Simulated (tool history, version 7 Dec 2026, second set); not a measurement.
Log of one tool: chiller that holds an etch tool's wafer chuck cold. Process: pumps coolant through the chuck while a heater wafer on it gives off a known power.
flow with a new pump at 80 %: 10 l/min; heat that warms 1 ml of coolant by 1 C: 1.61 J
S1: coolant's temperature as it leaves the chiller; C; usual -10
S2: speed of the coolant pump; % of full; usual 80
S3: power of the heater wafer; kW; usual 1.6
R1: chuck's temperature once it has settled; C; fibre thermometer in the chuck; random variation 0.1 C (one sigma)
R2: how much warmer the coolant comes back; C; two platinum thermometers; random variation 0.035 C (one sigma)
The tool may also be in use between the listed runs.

run	day	S1	S2	S3	R1	R2
1	0	-10	80	1.6	2.9	5.95
2	2.283	-10	80	1.6	3.1	6.02
3	4.471	-10	80	1.6	3.1	6.02
4	6.412	-10	80	1.6	3.1	6.01
5	9.133	-10	80	1.6	3.2	5.99
6	12.983	-10	80	1.6	3.2	6.05
7	14.988	-10	80	1.389	1.4	5.3
8	18.946	-10	79	1.6	3.2	6.1
9	22.238	-10	80	1.6	3.2	6.02
10	25.546	-10	80	1.6	3.1	6.05
11	29.529	-10	80	1.6	3.1	6.07
12	31.775	-10	68	1.6	5	7.1
13	33.838	-17	80	1.6	-3.6	6.02
14	36.575	-10	80	1.6	3.3	6.07
15	38.675	-10	80	1.6	3.4	6.04
16	42.454	-10	80	1.6	3.5	6.06
17	46.229	-10	80	1.6	3.5	6.11
18	48.05	-17	83	1.039	-8.2	3.81
19	51.817	-17	83	1.039	-8.3	3.84
20	54.329	-17	83	1.039	-8.2	3.81
21	56.475	-3	80	1.6	10.7	6.08
22	59.812	-2	80	0.857	5.3	3.29
23	62.075	-5	80	1.955	11.5	7.48
24	66.038	-12	93	0.874	-5.1	2.93
25	69.154	-12	97	1.091	-3.8	3.41
26	73.121	-10	61	2.366	14.5	12.03
27	75.25	-10	61	2.366	14.7	12.06
28	78.788	-10	65	2.366	13.6	11.22
29	81.983	-14	65	2.366	9.5	11.29
30	85.258	-10	65	1.573	5.8	7.45
31	89.229	-10	65	1.573	5.9	7.55
32	92.867	-10	76	1.674	5.2	6.83

Some steps in R1 between neighbouring runs. How much of each would the tool show without its hidden state too (settings, what came in, random variation), and how much is left for the hidden state, with any gauge scatter that isn't in both results?
The hidden state here: heat passed by the chuck's channels, % of clean ones'; flow at a given pump speed, % of a new pump's; coolant's true temperature over the reading, C; drift of the gauge itself on chuck_c, C; drift of the gauge itself on warmer_back_c, C.
Run 20 -> 21: S1 -17 -> -3, S2 83 -> 80, S3 1.039 -> 1.6. R1 +18.9 C: hidden state +0.5, all else +18.4.
Run 22 -> 23: S1 -2 -> -5, S3 0.857 -> 1.955. R1 +6.2 C: hidden state +1, all else +5.2.
Run 23 -> 24: S1 -5 -> -12, S2 80 -> 93, S3 1.955 -> 0.874. R1 -16.6 C: hidden state -1, all else -15.6.
Run 25 -> 26: S1 -12 -> -10, S2 97 -> 61, S3 1.091 -> 2.366. R1 +18.3 C: hidden state +1.7, all else +16.6.
